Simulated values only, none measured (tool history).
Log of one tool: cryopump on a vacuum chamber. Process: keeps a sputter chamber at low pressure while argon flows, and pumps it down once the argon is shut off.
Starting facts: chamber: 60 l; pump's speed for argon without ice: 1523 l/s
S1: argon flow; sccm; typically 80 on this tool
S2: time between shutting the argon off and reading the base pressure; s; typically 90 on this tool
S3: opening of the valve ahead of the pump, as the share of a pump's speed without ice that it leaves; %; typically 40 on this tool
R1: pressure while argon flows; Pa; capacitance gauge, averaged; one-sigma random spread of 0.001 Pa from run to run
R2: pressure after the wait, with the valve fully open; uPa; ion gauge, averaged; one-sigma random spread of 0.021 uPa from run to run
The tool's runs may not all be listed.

run	hour	S1	S2	S3	R1	R2
1	0	80	90	40	0.2243	0.48
2	8.5	141	90	40	0.3931	0.47
3	25	80	90	40	0.2254	0.45
4	36.7	80	90	17	0.5261	0.51
5	53.3	80	90	17	0.5258	0.52
6	69.1	80	90	40	0.2259	0.51

Run 7 is up next; what results do you expect?
7	85.6	49	90	40	?	?

{"run 7": {"R1": 0.1395, "R2": 0.51}}
Take away the tool's hidden state, keep the run-to-run variation as it was, and the same run would have given R1 0.1368 Pa, R2 0.46 uPa.

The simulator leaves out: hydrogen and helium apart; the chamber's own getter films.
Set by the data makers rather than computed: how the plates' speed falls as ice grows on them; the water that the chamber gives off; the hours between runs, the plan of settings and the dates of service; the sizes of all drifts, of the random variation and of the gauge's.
